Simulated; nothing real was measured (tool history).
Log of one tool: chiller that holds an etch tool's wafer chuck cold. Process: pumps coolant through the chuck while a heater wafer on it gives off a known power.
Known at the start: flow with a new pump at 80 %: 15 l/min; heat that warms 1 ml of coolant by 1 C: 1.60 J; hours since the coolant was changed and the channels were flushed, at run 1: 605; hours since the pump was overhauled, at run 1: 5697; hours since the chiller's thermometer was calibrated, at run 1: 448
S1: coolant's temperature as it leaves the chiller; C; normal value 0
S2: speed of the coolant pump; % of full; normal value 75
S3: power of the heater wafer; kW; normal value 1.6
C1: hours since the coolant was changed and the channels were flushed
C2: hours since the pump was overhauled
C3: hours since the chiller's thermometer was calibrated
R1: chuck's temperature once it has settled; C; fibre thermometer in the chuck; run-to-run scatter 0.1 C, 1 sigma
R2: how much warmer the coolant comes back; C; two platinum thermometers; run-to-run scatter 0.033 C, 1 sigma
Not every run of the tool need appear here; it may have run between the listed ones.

run	hour	S1	S2	S3	C1	C2	C3	R1	R2
1	0	0	75	1.6	605	5697	448	17.3	4.25
2	106.8	0	88	1.6	712	5804	555	15.1	3.58
3	232	0	75	1.6	837	5929	680	17.3	4.29
4	305	0	75	0.845	910	6002	753	9.1	2.31
5	430.9	0	74	0.845	1036	6128	879	9.3	2.34
6	505.8	0	74	1.6	1111	6203	954	17.4	4.44
7	585.5	0	74	1.6	1191	6283	1034	17.4	4.4
8	682.9	0	75	1.6	1288	6380	1131	17.5	4.39
9	773.2	0	75	1.097	1378	6470	1221	12	3.05
10	881.1	0	75	1.097	1486	6578	1329	11.9	3
11	978.2	0	76	1.6	1583	6675	1426	17.1	4.33
12	1101.9	0	75	1.6	1707	6799	1550	17.3	4.31
13	1223.1	0	75	1.143	1828	6920	1671	12.1	3.13
14	1296.4	0	62	0.869	1901	6993	1745	11	2.99
15	1374	0	62	1.946	1979	7071	1822	24.4	6.61
16	1480.3	-8	75	1.273	2085	7177	1929	5.9	3.53
17	1599.2	0	84	1.379	2204	7296	2047	13.8	3.4
18	1671.2	0	72	1.689	2276	7368	2119	18.8	4.84
19	1758.4	-9	79	1.505	2364	7455	2207	6.7	3.92
20	1823.1	0	71	2.16	2428	7520	2271	24.1	6.25
21	1917.8	0	95	1.69	2523	7615	2366	15.1	3.62
22	1990.5	8	75	1.6	2596	7687	2439	25.3	4.45
23	2058.5	8	68	1.6	2664	7755	2507	26.6	4.93
24	2193.7	-9	75	2.282	2799	7891	2642	15.8	6.3
# hour 2272.2: coolant pump overhauled
25	2293.9	-9	91	1.274	2894	22	2737	2.8	2.93
26	2369.6	1	88	1.274	2970	97	2813	13.1	3.09

Branching from run 26: 3 alternative next runs. What would each branch give?
A	2476.8	3	93	1.27	3077	205	2920	?	?
B	2476.8	1	94	1.339	3077	205	2920	?	?
C	2476.8	3	75	1.6	3077	205	2920	?	?

run	R1	R2
A	14.4	2.89
B	13	2.95
C	20.2	4.5
Had the tool no hidden state, the same runs would have come out as:
run	R1	R2
A	14.4	2.7
B	13	2.76
C	20.1	4.31
